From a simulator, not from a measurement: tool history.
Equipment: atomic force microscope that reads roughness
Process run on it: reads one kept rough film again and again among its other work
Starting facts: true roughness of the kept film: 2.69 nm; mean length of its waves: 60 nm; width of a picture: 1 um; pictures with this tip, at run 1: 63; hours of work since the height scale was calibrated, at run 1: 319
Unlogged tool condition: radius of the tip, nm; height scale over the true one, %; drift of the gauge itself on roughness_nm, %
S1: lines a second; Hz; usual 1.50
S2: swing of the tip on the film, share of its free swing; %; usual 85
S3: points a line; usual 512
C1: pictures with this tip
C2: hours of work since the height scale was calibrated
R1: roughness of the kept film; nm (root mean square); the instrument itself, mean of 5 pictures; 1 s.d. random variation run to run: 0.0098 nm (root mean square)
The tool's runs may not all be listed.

run	day	S1	S2	S3	C1	C2	R1
1	0.000	1.50	85	512	63	319	2.221
# day 0.462: new tip fitted
2	0.779	1.50	85	512	10	327	2.224
3	1.542	1.50	85	512	34	335	2.215
4	2.204	1.50	85	512	55	342	2.197
5	2.667	1.50	85	512	70	347	2.222
# day 2.912: new tip fitted
6	3.600	1.50	85	512	21	356	2.214
7	4.483	1.50	85	512	49	365	2.214
8	4.979	1.50	85	512	65	371	2.213
# day 5.333: new tip fitted
9	5.442	1.50	85	389	3	375	2.238
10	5.933	1.50	85	564	18	381	2.218
11	6.704	1.50	85	564	43	389	2.220
12	7.179	1.50	85	512	58	394	2.212
# day 7.779: new tip fitted
13	8.067	1.50	85	512	9	403	2.223
14	8.929	0.77	55	512	36	412	2.582
15	9.558	0.55	68	317	56	419	2.540
# day 10.208: new tip fitted
16	10.508	0.55	68	317	10	428	2.531
17	11.146	2.25	68	587	30	435	2.367
18	11.612	1.11	58	533	44	440	2.545
19	12.162	1.22	56	512	62	446	2.552

Expected results for the next run?
20	12.533	0.52	64	365	74	450	?

Run 20 yielded R1 2.591 nm (root mean square).
With no hidden state in the tool, this same run would have given R1 2.601 nm (root mean square).
